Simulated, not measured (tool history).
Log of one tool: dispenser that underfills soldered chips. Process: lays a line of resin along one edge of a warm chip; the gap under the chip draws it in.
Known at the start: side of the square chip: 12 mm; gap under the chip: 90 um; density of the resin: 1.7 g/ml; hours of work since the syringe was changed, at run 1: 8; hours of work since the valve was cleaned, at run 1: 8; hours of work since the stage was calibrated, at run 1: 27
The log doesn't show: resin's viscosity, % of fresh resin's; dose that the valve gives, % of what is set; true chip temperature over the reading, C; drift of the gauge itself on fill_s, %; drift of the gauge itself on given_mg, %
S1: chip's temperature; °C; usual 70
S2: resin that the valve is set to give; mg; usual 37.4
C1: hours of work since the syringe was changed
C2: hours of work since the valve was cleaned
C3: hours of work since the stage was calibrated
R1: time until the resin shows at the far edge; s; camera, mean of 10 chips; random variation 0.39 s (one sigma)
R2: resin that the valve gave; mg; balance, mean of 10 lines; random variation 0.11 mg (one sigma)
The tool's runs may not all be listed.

run	hour	S1	S2	C1	C2	C3	R1	R2
1	0.0	70	37.4	8	8	27	53.4	37.22
# hour 0.8: new syringe of resin
2	8.0	70	37.4	5	13	32	37.4	36.99
3	12.5	70	37.4	7	16	34	46.6	36.94
# hour 15.0: new syringe of resin
4	16.8	70	37.4	1	19	37	27.7	36.96
5	21.4	70	37.4	4	22	40	36.3	36.96
# hour 29.5: new syringe of resin
6	29.9	70	38.1	0	27	45	25.3	37.74
7	36.0	65	39.2	4	31	49	41.9	38.37
8	39.9	70	34.8	7	33	52	44.6	34.01
# hour 43.9: new syringe of resin
9	44.0	70	34.8	0	36	54	25.7	34.20
10	52.1	74	44.6	5	41	59	34.8	43.68
# hour 57.8: new syringe of resin
11	57.8	79	40.0	0	44	63	18.7	39.01
# hour 64.3: dispensing valve cleaned and set on the balance
12	66.9	79	40.0	5	2	68	29.5	39.80

Hidden state or all else? Some run-to-run changes of R1, split into what the settings, what came in and random variation would give without the hidden state, and what is left for the hidden state (with any gauge scatter that isn't in both results):
Run 3 -> 4: new syringe of resin. R1 -18.9 s: hidden state -18.9, all else +0.0.
Run 8 -> 9: new syringe of resin. R1 -18.9 s: hidden state -19.3, all else +0.4.
